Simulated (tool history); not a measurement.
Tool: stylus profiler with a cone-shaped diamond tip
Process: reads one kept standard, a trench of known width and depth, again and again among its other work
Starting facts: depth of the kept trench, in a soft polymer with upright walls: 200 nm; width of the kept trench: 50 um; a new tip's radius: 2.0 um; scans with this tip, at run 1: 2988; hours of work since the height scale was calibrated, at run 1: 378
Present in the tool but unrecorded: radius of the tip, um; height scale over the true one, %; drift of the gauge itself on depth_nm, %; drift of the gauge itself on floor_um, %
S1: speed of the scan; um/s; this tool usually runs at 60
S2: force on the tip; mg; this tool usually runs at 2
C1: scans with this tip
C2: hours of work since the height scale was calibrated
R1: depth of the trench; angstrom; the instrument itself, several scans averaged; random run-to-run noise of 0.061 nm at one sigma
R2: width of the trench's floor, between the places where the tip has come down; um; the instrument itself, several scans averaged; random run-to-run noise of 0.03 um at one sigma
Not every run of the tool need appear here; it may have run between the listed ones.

run    hour   S1    S2     C1    C2      R1     R2
  1       0   60     2   2988   378    2021  47.71
  2    37.9   60  0.76   3211   407  2012.7  47.48
  3    62.7   60   1.4   3357   425    2018  47.57
  4      90   60   1.4   3519   445  2017.2  47.62
  5   122.9   60  1.92   3712   470  2021.7  47.65
  6   145.6   60  1.02   3846   487  2015.2  47.51
  7   184.6   60  1.02   4076   516  2014.9  47.44
  8   221.8   60  3.86   4295   544  2033.3  47.78
  9   245.1   60  3.86   4433   561  2033.6  47.68
 10   267.3   60     2   4563   578  2023.1  47.56
 11   305.1   60     2   4786   606  2022.4   47.6
 12   329.2   60     2   4928   624  2023.4  47.52
 13   347.3   60     2   5035   637  2024.5  47.58
 14   363.3   60     2   5129   649  2024.2  47.57
 15   388.3   60     2   5276   668    2023  47.59
 16   411.2   60     2   5411   685  2023.4  47.53
 17   443.5   60     2   5602   709  2023.1  47.56
 18   476.8   60     2   5798   734  2023.6  47.54
 19     508   60     2   5982   757  2025.1  47.52
 20   539.7   60     2   6169   781  2023.1   47.5
 21   576.4   60     2   6385   808  2024.5  47.55
 22   607.8   60     2   6570   832  2025.2  47.46
 23   632.3   60     2   6714   850  2025.9   47.5
 24   666.4   86  3.09   6915   875  2031.5  47.41
 25   690.6   21  3.09   7058   894  2031.2  47.73
 26   718.5   21  1.06   7222   914  2018.9  47.65
 27   753.7   22  1.06   7430   941  2019.7  47.59
 28   783.2   22  1.06   7604   963  2019.2  47.56
 29   818.1   22  1.06   7809   989  2019.1  47.62
 30   848.9   83  1.32   7991  1012    2021  47.12
 31   865.8   61  5.05   8090  1024    2044  47.57
 32   903.7   85  1.65   8314  1052  2024.8  47.16
 33   940.1   85  1.65   8528  1080    2025  47.19
 34   974.5   34  2.24   8731  1105  2028.1  47.53
 35  1009.4   40  4.94   8937  1131  2043.3  47.61
 36  1048.8   28  0.76   9169  1161  2017.9  47.46
 37  1087.7   38  2.68   9398  1190  2032.5  47.48
 38  1117.7   38  4.69   9575  1212  2043.3  47.54
 39  1153.7  102  1.63   9787  1239  2026.4  46.96
 40  1188.9   98  4.47   9995  1265  2041.4  47.25
 41  1207.9   23  4.78  10106  1279  2042.5  47.57
 42  1236.8   23     2  10277  1301  2027.9  47.45
 43  1272.4  230  1.79  10486  1328  2028.4  46.16
 44  1296.4   39  1.79  10628  1346  2027.9  47.42
     1305.7  -- height scale calibrated on a step standard
 45  1319.6   39  1.79  10762    10  2018.8  47.36

Below are 5 alternative next runs, each starting from the tool's condition after run 45. Predict each:
  A  1356.9  28  0.95  10982  38   ?   ?
  B  1356.9  53  1.14  10982  38   ?   ?
  C  1356.9  39   4.5  10982  38   ?   ?
  D  1356.9  16  3.16  10982  38   ?   ?
  E  1356.9  61  0.78  10982  38   ?   ?

run      R1     R2
  A  2011.6  47.34
  B  2013.3  47.19
  C  2032.6  47.46
  D  2027.5  47.56
  E  2010.9  47.05
The same runs, with their run-to-run variation unchanged, on a tool lacking any hidden condition would have given:
run      R1     R2
  A  2011.2  47.99
  B  2012.9  47.84
  C  2032.2  48.11
  D  2027.1  48.21
  E  2010.5   47.7
